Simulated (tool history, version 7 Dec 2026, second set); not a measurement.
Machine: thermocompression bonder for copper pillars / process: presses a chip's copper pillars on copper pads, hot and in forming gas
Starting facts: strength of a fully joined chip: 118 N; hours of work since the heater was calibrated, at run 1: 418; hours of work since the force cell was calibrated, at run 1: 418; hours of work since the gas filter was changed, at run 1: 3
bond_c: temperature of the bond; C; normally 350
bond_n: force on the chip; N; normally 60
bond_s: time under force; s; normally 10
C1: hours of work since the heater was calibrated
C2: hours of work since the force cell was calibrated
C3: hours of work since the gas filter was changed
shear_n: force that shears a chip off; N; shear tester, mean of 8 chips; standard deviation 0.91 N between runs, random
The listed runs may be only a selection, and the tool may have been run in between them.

run 1 hour=0.0 | bond_c=350 bond_n=60 bond_s=10 | C1=418 C2=418 C3=3 | shear_n=75.6
run 2 hour=60.9 | bond_c=350 bond_n=60 bond_s=10 | C1=450 C2=450 C3=34 | shear_n=73.8
run 3 hour=87.5 | bond_c=350 bond_n=60 bond_s=10 | C1=464 C2=464 C3=48 | shear_n=73.1
run 4 hour=134.6 | bond_c=350 bond_n=60 bond_s=10 | C1=488 C2=488 C3=73 | shear_n=71.8
run 5 hour=165.5 | bond_c=350 bond_n=60 bond_s=10 | C1=504 C2=504 C3=89 | shear_n=70.4
run 6 hour=209.8 | bond_c=350 bond_n=46 bond_s=10 | C1=528 C2=528 C3=112 | shear_n=60.0
run 7 hour=255.8 | bond_c=350 bond_n=48 bond_s=10 | C1=552 C2=552 C3=137 | shear_n=61.1
run 8 hour=288.2 | bond_c=350 bond_n=39 bond_s=10 | C1=569 C2=569 C3=154 | shear_n=56.4
run 9 hour=318.5 | bond_c=350 bond_n=39 bond_s=10 | C1=585 C2=585 C3=169 | shear_n=52.9
-- hour=323.5 force cell calibrated
-- hour=338.7 forming gas filter changed
run 10 hour=355.7 | bond_c=350 bond_n=39 bond_s=10 | C1=603 C2=17 C3=9 | shear_n=61.0
run 11 hour=395.5 | bond_c=350 bond_n=39 bond_s=10 | C1=624 C2=37 C3=30 | shear_n=59.0
run 12 hour=428.4 | bond_c=350 bond_n=52 bond_s=10 | C1=641 C2=55 C3=47 | shear_n=67.2
run 13 hour=466.0 | bond_c=350 bond_n=60 bond_s=10 | C1=661 C2=74 C3=67 | shear_n=71.7
run 14 hour=510.4 | bond_c=350 bond_n=60 bond_s=10 | C1=684 C2=98 C3=90 | shear_n=71.0
run 15 hour=557.4 | bond_c=341 bond_n=60 bond_s=10 | C1=709 C2=122 C3=115 | shear_n=65.2
run 16 hour=603.3 | bond_c=341 bond_n=60 bond_s=10 | C1=733 C2=146 C3=139 | shear_n=64.5
-- hour=660.6 force cell calibrated, once more
run 17 hour=662.9 | bond_c=341 bond_n=60 bond_s=10 | C1=763 C2=1 C3=169 | shear_n=59.9
-- hour=680.7 forming gas filter changed
run 18 hour=716.8 | bond_c=357 bond_n=60 bond_s=17 | C1=791 C2=29 C3=19 | shear_n=87.9
run 19 hour=742.7 | bond_c=322 bond_n=60 bond_s=12 | C1=805 C2=43 C3=32 | shear_n=57.9
run 20 hour=767.9 | bond_c=322 bond_n=60 bond_s=12 | C1=818 C2=56 C3=46 | shear_n=59.4
run 21 hour=813.0 | bond_c=322 bond_n=60 bond_s=12 | C1=842 C2=80 C3=69 | shear_n=56.4
run 22 hour=867.0 | bond_c=341 bond_n=60 bond_s=9 | C1=870 C2=108 C3=98 | shear_n=62.5
run 23 hour=925.3 | bond_c=341 bond_n=60 bond_s=9 | C1=900 C2=138 C3=128 | shear_n=61.2
run 24 hour=957.1 | bond_c=341 bond_n=60 bond_s=9 | C1=917 C2=155 C3=145 | shear_n=60.0
run 25 hour=982.5 | bond_c=341 bond_n=60 bond_s=9 | C1=930 C2=168 C3=158 | shear_n=58.6
-- hour=1022.3 forming gas filter changed
run 26 hour=1028.3 | bond_c=321 bond_n=40 bond_s=7 | C1=954 C2=192 C3=3 | shear_n=38.4
run 27 hour=1072.9 | bond_c=377 bond_n=40 bond_s=15 | C1=978 C2=216 C3=27 | shear_n=83.2
run 28 hour=1112.9 | bond_c=377 bond_n=40 bond_s=15 | C1=999 C2=236 C3=47 | shear_n=82.7
run 29 hour=1165.3 | bond_c=377 bond_n=40 bond_s=15 | C1=1026 C2=264 C3=75 | shear_n=79.9
run 30 hour=1198.9 | bond_c=329 bond_n=41 bond_s=16 | C1=1044 C2=282 C3=93 | shear_n=54.2
run 31 hour=1229.1 | bond_c=336 bond_n=71 bond_s=8 | C1=1059 C2=297 C3=108 | shear_n=59.6

Below, each run's measurement less what the same run would have read without the hidden state. Both values contain the same run-to-run variation, but the gauge's scatter may not be the same in both:
The hidden state here: true temperature of the bond over the reading, C; force that reaches the chip, % of what is set; oxide that the forming gas leaves, % of the face; drift of the gauge itself on shear_n, %.
run=1 shear_n=-0.7
run=2 shear_n=-2.4
run=3 shear_n=-3.1
run=4 shear_n=-4.2
run=5 shear_n=-5.0
run=6 shear_n=-5.5
run=7 shear_n=-6.7
run=8 shear_n=-7.0
run=9 shear_n=-7.3
run=10 shear_n=-0.9
run=11 shear_n=-1.7
run=12 shear_n=-2.8
run=13 shear_n=-4.1
run=14 shear_n=-5.3
run=15 shear_n=-6.2
run=16 shear_n=-7.5
run=17 shear_n=-10.2
run=18 shear_n=-3.5
run=19 shear_n=-3.8
run=20 shear_n=-4.6
run=21 shear_n=-5.5
run=22 shear_n=-7.1
run=23 shear_n=-8.6
run=24 shear_n=-9.2
run=25 shear_n=-9.7
run=26 shear_n=-2.3
run=27 shear_n=-3.9
run=28 shear_n=-5.2
run=29 shear_n=-6.7
run=30 shear_n=-6.5
run=31 shear_n=-7.7

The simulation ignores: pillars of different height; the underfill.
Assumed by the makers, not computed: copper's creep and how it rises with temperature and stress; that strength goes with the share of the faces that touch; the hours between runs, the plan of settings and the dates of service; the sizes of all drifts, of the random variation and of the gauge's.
